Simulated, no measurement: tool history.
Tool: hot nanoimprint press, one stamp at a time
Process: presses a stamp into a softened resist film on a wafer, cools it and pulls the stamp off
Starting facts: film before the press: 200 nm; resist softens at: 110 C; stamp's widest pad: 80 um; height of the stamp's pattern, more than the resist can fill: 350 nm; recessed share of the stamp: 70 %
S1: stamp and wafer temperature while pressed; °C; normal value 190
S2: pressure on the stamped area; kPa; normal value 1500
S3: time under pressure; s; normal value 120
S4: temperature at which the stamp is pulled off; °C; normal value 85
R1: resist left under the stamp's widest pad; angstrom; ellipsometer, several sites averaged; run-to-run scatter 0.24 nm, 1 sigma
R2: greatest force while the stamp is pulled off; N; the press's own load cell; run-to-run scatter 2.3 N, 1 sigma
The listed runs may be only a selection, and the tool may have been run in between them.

run 1 day=0.000 | S1=190 S2=1500 S3=120 S4=85 | R1=1003 R2=204
run 2 day=0.246 | S1=190 S2=1500 S3=120 S4=85 | R1=1005 R2=202
run 3 day=0.462 | S1=190 S2=1500 S3=120 S4=80 | R1=1001 R2=204
run 4 day=0.708 | S1=190 S2=1500 S3=120 S4=80 | R1=1004 R2=209
run 5 day=1.062 | S1=190 S2=1500 S3=120 S4=80 | R1=1003 R2=206
run 6 day=1.412 | S1=190 S2=1500 S3=120 S4=85 | R1=1007 R2=204
run 7 day=1.746 | S1=191 S2=2300 S3=227 S4=74 | R1=621 R2=215
run 8 day=2.108 | S1=200 S2=1240 S3=167 S4=88 | R1=734 R2=200
run 9 day=2.346 | S1=200 S2=1240 S3=167 S4=88 | R1=737 R2=210
run 10 day=2.671 | S1=200 S2=1240 S3=167 S4=88 | R1=734 R2=205
run 11 day=2.971 | S1=190 S2=1500 S3=139 S4=92 | R1=958 R2=203
run 12 day=3.333 | S1=179 S2=1600 S3=132 S4=88 | R1=1286 R2=211

For some of the steps in R1 from one run to the next: how much would appear even if the tool had no hidden state, given the settings, what came in and random variation, and how much remains for the hidden state plus any gauge scatter that the measured result and the result without hidden state don't share?
Hidden conditions of the tool in this case: true temperature over the reading, C; pressure that arrives at the usual setting, %; grip of the stamp's worn release coat, % over a new coat's; drift of the gauge itself on residual_nm, %; drift of the gauge itself on pull_off_n, %.
Run 6 -> 7: S1 190 -> 191, S2 1500 -> 2300, S3 120 -> 227, S4 85 -> 74. R1 -386 angstrom: hidden state -1, all else -385.
Run 10 -> 11: S1 200 -> 190, S2 1240 -> 1500, S3 167 -> 139, S4 88 -> 92. R1 +224 angstrom: hidden state +3, all else +221.
